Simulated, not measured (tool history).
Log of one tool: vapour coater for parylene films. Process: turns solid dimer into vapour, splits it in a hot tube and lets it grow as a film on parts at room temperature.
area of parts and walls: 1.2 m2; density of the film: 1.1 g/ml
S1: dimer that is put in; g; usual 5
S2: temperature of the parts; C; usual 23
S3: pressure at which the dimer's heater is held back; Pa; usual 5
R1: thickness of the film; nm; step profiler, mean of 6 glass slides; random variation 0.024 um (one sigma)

run	hour	S1	S2	S3	R1
1	0	5	23	5	2210
2	68.8	5	23	5	2140
3	143.5	5	23	5	2130
4	202.1	5	23	5	2080
# hour 261.4: table's thermometer calibrated
5	262.6	5	23	5	2100
6	298.5	5	29	5	1660
7	368.9	5	29	5	1580
# hour 427.8: table's thermometer calibrated, once more
8	437.2	5	29	5	1660
9	483.9	5	29	5	1620
10	549.5	5	23	5	2050
11	596.6	5	23	5	2050
12	661.6	5	23	5	2030
13	720.9	5	23	5	2020
14	759.7	2	21	5	850
15	806.3	2	21	5	870
# hour 838.3: trap's valve overhauled
16	890.5	5	19	6.28	2520
17	940.5	5	19	7.48	2410
18	993.6	8	19	6.77	3860
19	1043.2	5	24	5	2050
20	1117	5	24	5	1990
21	1188.4	3	22	9.15	1190
22	1241.8	3	19	7.71	1350
23	1316.8	7	25	7.59	2500
24	1351.2	5	23	6.24	1960
25	1396.4	4	23	6.24	1540
26	1464.9	5	23	2.85	2200

3 ways to go on from here, each from the tool as it stands after run 26. What would each give?
A	1510.2	5	28	2.85	?
B	1510.2	4	23	2.85	?
C	1510.2	5	23	7.95	?

run	R1
A	1790
B	1750
C	1820
Without the tool's hidden state the same runs would have given:
run	R1
A	2040
B	1990
C	2080

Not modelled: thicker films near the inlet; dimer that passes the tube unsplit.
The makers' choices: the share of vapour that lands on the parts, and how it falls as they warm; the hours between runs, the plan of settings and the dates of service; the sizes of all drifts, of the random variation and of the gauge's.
